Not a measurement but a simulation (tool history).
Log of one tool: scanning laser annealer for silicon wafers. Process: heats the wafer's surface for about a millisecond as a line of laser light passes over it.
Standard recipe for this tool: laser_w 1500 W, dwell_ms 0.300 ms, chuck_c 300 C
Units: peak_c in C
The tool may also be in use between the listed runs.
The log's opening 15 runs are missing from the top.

{"run": 16, "day": 16.771, "laser_w": 1363, "dwell_ms": 0.3, "chuck_c": 300, "peak_c": 928}
{"run": 17, "day": 17.721, "laser_w": 1363, "dwell_ms": 0.3, "chuck_c": 300, "peak_c": 929}
{"run": 18, "day": 18.379, "laser_w": 1363, "dwell_ms": 0.3, "chuck_c": 300, "peak_c": 931}
{"run": 19, "day": 18.95, "laser_w": 1363, "dwell_ms": 0.3, "chuck_c": 300, "peak_c": 926}
{"run": 20, "day": 20.075, "laser_w": 1363, "dwell_ms": 0.3, "chuck_c": 300, "peak_c": 927}
{"run": 21, "day": 21.217, "laser_w": 1495, "dwell_ms": 0.252, "chuck_c": 277, "peak_c": 899}
{"run": 22, "day": 22.225, "laser_w": 1495, "dwell_ms": 0.252, "chuck_c": 277, "peak_c": 896}
{"day": 22.671, "done": "laser's power meter calibrated, once more"}
{"run": 23, "day": 23.296, "laser_w": 1495, "dwell_ms": 0.252, "chuck_c": 277, "peak_c": 901}
{"run": 24, "day": 24.65, "laser_w": 1495, "dwell_ms": 0.378, "chuck_c": 323, "peak_c": 1116}
{"run": 25, "day": 25.683, "laser_w": 1470, "dwell_ms": 0.3, "chuck_c": 337, "peak_c": 1015}
{"day": 26.254, "done": "window over the wafer cleaned"}
{"run": 26, "day": 26.658, "laser_w": 1492, "dwell_ms": 0.298, "chuck_c": 269, "peak_c": 970}
{"run": 27, "day": 27.217, "laser_w": 1492, "dwell_ms": 0.298, "chuck_c": 269, "peak_c": 971}
{"run": 28, "day": 28.358, "laser_w": 1400, "dwell_ms": 0.218, "chuck_c": 269, "peak_c": 815}
{"run": 29, "day": 29.321, "laser_w": 1550, "dwell_ms": 0.3, "chuck_c": 286, "peak_c": 1019}
{"run": 30, "day": 30.329, "laser_w": 1550, "dwell_ms": 0.3, "chuck_c": 286, "peak_c": 1016}
{"run": 31, "day": 31.362, "laser_w": 1550, "dwell_ms": 0.3, "chuck_c": 286, "peak_c": 1015}
{"run": 32, "day": 32.421, "laser_w": 1550, "dwell_ms": 0.3, "chuck_c": 286, "peak_c": 1018}
{"run": 33, "day": 32.996, "laser_w": 1550, "dwell_ms": 0.3, "chuck_c": 286, "peak_c": 1014}
{"run": 34, "day": 34.229, "laser_w": 1550, "dwell_ms": 0.3, "chuck_c": 286, "peak_c": 1014}
{"run": 35, "day": 35.0, "laser_w": 1550, "dwell_ms": 0.255, "chuck_c": 286, "peak_c": 943}
{"run": 36, "day": 35.788, "laser_w": 1550, "dwell_ms": 0.255, "chuck_c": 286, "peak_c": 946}
{"run": 37, "day": 36.608, "laser_w": 1459, "dwell_ms": 0.331, "chuck_c": 296, "peak_c": 1019}
{"run": 38, "day": 37.242, "laser_w": 1500, "dwell_ms": 0.319, "chuck_c": 319, "peak_c": 1048}
{"run": 39, "day": 37.896, "laser_w": 1500, "dwell_ms": 0.319, "chuck_c": 319, "peak_c": 1047}
{"run": 40, "day": 39.071, "laser_w": 1364, "dwell_ms": 0.268, "chuck_c": 275, "peak_c": 867}

Consider 4 possible next runs. They are alternatives, not a sequence: every one starts from the tool as it was left by run 40. What does each give?
{"run": "A", "day": 40.425, "laser_w": 1364, "dwell_ms": 0.268, "chuck_c": 336, "peak_c": "?"}
{"run": "B", "day": 40.425, "laser_w": 1412, "dwell_ms": 0.293, "chuck_c": 275, "peak_c": "?"}
{"run": "C", "day": 40.425, "laser_w": 1620, "dwell_ms": 0.268, "chuck_c": 275, "peak_c": "?"}
{"run": "D", "day": 40.425, "laser_w": 1610, "dwell_ms": 0.339, "chuck_c": 300, "peak_c": "?"}

run=A peak_c=929
run=B peak_c=922
run=C peak_c=981
run=D peak_c=1105
What these runs would have given with no unlogged condition in the tool:
run=A peak_c=942
run=B peak_c=936
run=C peak_c=997
run=D peak_c=1123
